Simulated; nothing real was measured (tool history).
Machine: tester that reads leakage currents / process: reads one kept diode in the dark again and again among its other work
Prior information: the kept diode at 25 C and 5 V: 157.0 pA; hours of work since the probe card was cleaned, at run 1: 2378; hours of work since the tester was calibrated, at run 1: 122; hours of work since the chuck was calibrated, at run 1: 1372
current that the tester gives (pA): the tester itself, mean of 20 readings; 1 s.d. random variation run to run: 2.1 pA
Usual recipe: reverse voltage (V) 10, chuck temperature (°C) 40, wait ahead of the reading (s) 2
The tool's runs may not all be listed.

| run | day | reverse voltage (V) | chuck temperature (°C) | wait ahead of the reading (s) | hours of work since the probe card was cleaned | hours of work since the tester was calibrated | hours of work since the chuck was calibrated | current that the tester gives (pA) |
|---|---|---|---|---|---|---|---|---|
| 1 | 0 | 10 | 40 | 2 | 2378 | 122 | 1372 | 697.08 |
| 2 | 2.612 | 10 | 40 | 2 | 2426 | 170 | 1421 | 699.17 |
|  | 6.567 | chuck's temperature calibrated |
| 3 | 6.567 | 10 | 40 | 2 | 2498 | 242 | 0 | 728.39 |
| 4 | 8.496 | 13.5 | 40 | 2 | 2534 | 278 | 36 | 861.46 |
| 5 | 12.629 | 13.5 | 40 | 2 | 2611 | 355 | 113 | 856.55 |
| 6 | 14.975 | 10 | 40 | 2 | 2655 | 399 | 157 | 724.16 |
| 7 | 17.579 | 2.2 | 40 | 2 | 2704 | 447 | 205 | 301.82 |
| 8 | 21.679 | 15.7 | 40 | 2 | 2780 | 524 | 282 | 937.64 |
| 9 | 24.517 | 10 | 40 | 2 | 2833 | 577 | 334 | 722.06 |
| 10 | 28.288 | 10 | 40 | 2 | 2903 | 647 | 405 | 721.9 |
| 11 | 30.729 | 10 | 59 | 2 | 2949 | 692 | 450 | 2519.77 |
| 12 | 33.25 | 10 | 59 | 2 | 2995 | 739 | 497 | 2523.56 |
| 13 | 36.379 | 10 | 24 | 2 | 3054 | 798 | 555 | 227.57 |
| 14 | 39.058 | 10 | 40 | 2 | 3104 | 848 | 605 | 718.52 |
| 15 | 43.162 | 10 | 40 | 0.36 | 3180 | 924 | 682 | 722.15 |
| 16 | 45.071 | 10 | 40 | 2 | 3216 | 960 | 717 | 712.26 |
| 17 | 47.6 | 10 | 40 | 2 | 3263 | 1007 | 764 | 715.07 |
| 18 | 50.4 | 10 | 40 | 2.48 | 3315 | 1059 | 817 | 712.22 |
| 19 | 54.521 | 10 | 40 | 2.48 | 3392 | 1136 | 893 | 712.47 |
| 20 | 58.296 | 10 | 40 | 2 | 3462 | 1206 | 964 | 711.12 |
|  | 59.879 | probe card cleaned and baked |
| 21 | 60.512 | 7.7 | 46 | 2 | 12 | 1245 | 1003 | 902.1 |
| 22 | 62.4 | 7.7 | 46 | 2 | 47 | 1280 | 1038 | 907.89 |
| 23 | 65.042 | 7.7 | 46 | 2 | 96 | 1329 | 1087 | 904.44 |
| 24 | 69.067 | 11.9 | 53 | 2 | 171 | 1404 | 1162 | 1839.01 |
| 25 | 73.192 | 11.9 | 53 | 2 | 248 | 1481 | 1239 | 1840.75 |
| 26 | 76.233 | 10 | 40 | 0.72 | 305 | 1538 | 1296 | 689.94 |
| 27 | 78.108 | 1.3 | 20 | 9.46 | 340 | 1573 | 1330 | 47.1 |
| 28 | 79.983 | 3.5 | 54 | 6.36 | 375 | 1608 | 1365 | 975.39 |
| 29 | 81.925 | 10 | 23 | 2 | 411 | 1644 | 1402 | 192.86 |
| 30 | 85.983 | 2.7 | 25 | 2 | 486 | 1719 | 1477 | 106.92 |
|  | 86.762 | chuck's temperature calibrated |
| 31 | 88.879 | 2.7 | 38 | 2 | 539 | 1772 | 39 | 298.78 |
| 32 | 93.108 | 6.1 | 40 | 2 | 617 | 1851 | 118 | 547.01 |
| 33 | 95.079 | 6.1 | 40 | 2 | 654 | 1887 | 155 | 545.44 |
| 34 | 97.2 | 1.1 | 41 | 3.68 | 694 | 1927 | 194 | 219.38 |

Run 35, settings as shown, results not yet in. Your forecast:
| 35 | 100.279 | 8.6 | 60 | 1.49 | 751 | 1984 | 252 | ? |

{"run 35": {"current that the tester gives (pA)": 2506.05}}
If the tool had no hidden condition, the same run with the same run-to-run variation would have returned current that the tester gives (pA) 2493.92.
